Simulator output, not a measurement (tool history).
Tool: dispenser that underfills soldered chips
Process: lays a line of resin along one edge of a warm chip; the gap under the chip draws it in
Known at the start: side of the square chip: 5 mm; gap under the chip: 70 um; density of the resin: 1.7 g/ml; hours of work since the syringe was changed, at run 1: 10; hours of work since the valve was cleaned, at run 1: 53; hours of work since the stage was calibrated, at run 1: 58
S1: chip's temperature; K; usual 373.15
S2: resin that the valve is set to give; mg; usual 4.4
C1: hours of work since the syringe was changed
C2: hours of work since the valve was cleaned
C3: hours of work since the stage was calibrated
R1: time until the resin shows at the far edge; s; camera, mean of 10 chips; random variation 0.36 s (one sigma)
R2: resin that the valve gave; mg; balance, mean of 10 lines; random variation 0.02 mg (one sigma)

{"run": 1, "hour": 0.0, "S1": 373.15, "S2": 4.4, "C1": 10, "C2": 53, "C3": 58, "R1": 28.6, "R2": 4.25}
{"hour": 0.6, "done": "new syringe of resin"}
{"run": 2, "hour": 3.9, "S1": 367.15, "S2": 4.4, "C1": 2, "C2": 56, "C3": 60, "R1": 26.9, "R2": 4.25}
{"run": 3, "hour": 7.9, "S1": 369.15, "S2": 4.4, "C1": 5, "C2": 59, "C3": 63, "R1": 27.5, "R2": 4.23}
{"run": 4, "hour": 10.0, "S1": 369.15, "S2": 4.4, "C1": 7, "C2": 60, "C3": 65, "R1": 28.8, "R2": 4.25}
{"run": 5, "hour": 12.3, "S1": 373.15, "S2": 4.4, "C1": 9, "C2": 62, "C3": 67, "R1": 28.1, "R2": 4.25}
{"hour": 14.8, "done": "new syringe of resin"}
{"run": 6, "hour": 17.0, "S1": 373.15, "S2": 4.4, "C1": 2, "C2": 65, "C3": 70, "R1": 22, "R2": 4.22}
{"run": 7, "hour": 19.7, "S1": 373.15, "S2": 4.4, "C1": 4, "C2": 67, "C3": 72, "R1": 23.3, "R2": 4.24}
{"run": 8, "hour": 23.9, "S1": 366.15, "S2": 4.4, "C1": 7, "C2": 70, "C3": 75, "R1": 32.4, "R2": 4.19}
{"run": 9, "hour": 27.4, "S1": 366.15, "S2": 4.4, "C1": 9, "C2": 73, "C3": 78, "R1": 34.9, "R2": 4.22}
{"hour": 29.1, "done": "new syringe of resin"}
{"run": 10, "hour": 30.2, "S1": 373.15, "S2": 4.4, "C1": 1, "C2": 75, "C3": 79, "R1": 20.8, "R2": 4.16}
{"run": 11, "hour": 32.5, "S1": 373.15, "S2": 4.4, "C1": 2, "C2": 77, "C3": 81, "R1": 22.2, "R2": 4.18}
{"run": 12, "hour": 34.8, "S1": 373.15, "S2": 4.4, "C1": 4, "C2": 78, "C3": 83, "R1": 23.5, "R2": 4.23}
{"run": 13, "hour": 38.3, "S1": 379.15, "S2": 4.4, "C1": 7, "C2": 81, "C3": 85, "R1": 21, "R2": 4.17}
{"run": 14, "hour": 42.2, "S1": 379.15, "S2": 4.4, "C1": 10, "C2": 84, "C3": 88, "R1": 23.4, "R2": 4.18}
{"hour": 43.4, "done": "new syringe of resin"}
{"run": 15, "hour": 46.6, "S1": 379.15, "S2": 4.4, "C1": 2, "C2": 87, "C3": 91, "R1": 18.7, "R2": 4.21}
{"run": 16, "hour": 50.6, "S1": 370.15, "S2": 5.08, "C1": 5, "C2": 90, "C3": 94, "R1": 25.8, "R2": 4.79}
{"run": 17, "hour": 54.2, "S1": 370.15, "S2": 5.08, "C1": 8, "C2": 92, "C3": 97, "R1": 28.4, "R2": 4.77}
{"run": 18, "hour": 57.1, "S1": 378.15, "S2": 5.08, "C1": 10, "C2": 94, "C3": 99, "R1": 23.9, "R2": 4.75}

The next listed run, before its measurement:
{"hour": 57.7, "done": "new syringe of resin"}
{"run": 19, "hour": 60.6, "S1": 377.15, "S2": 5.21, "C1": 2, "C2": 97, "C3": 101, "R1": "?", "R2": "?"}

{"run 19": {"R1": 19.1, "R2": 4.94}}
Without the tool's hidden state the same run would have given R1 18.2 s, R2 5.25 mg.

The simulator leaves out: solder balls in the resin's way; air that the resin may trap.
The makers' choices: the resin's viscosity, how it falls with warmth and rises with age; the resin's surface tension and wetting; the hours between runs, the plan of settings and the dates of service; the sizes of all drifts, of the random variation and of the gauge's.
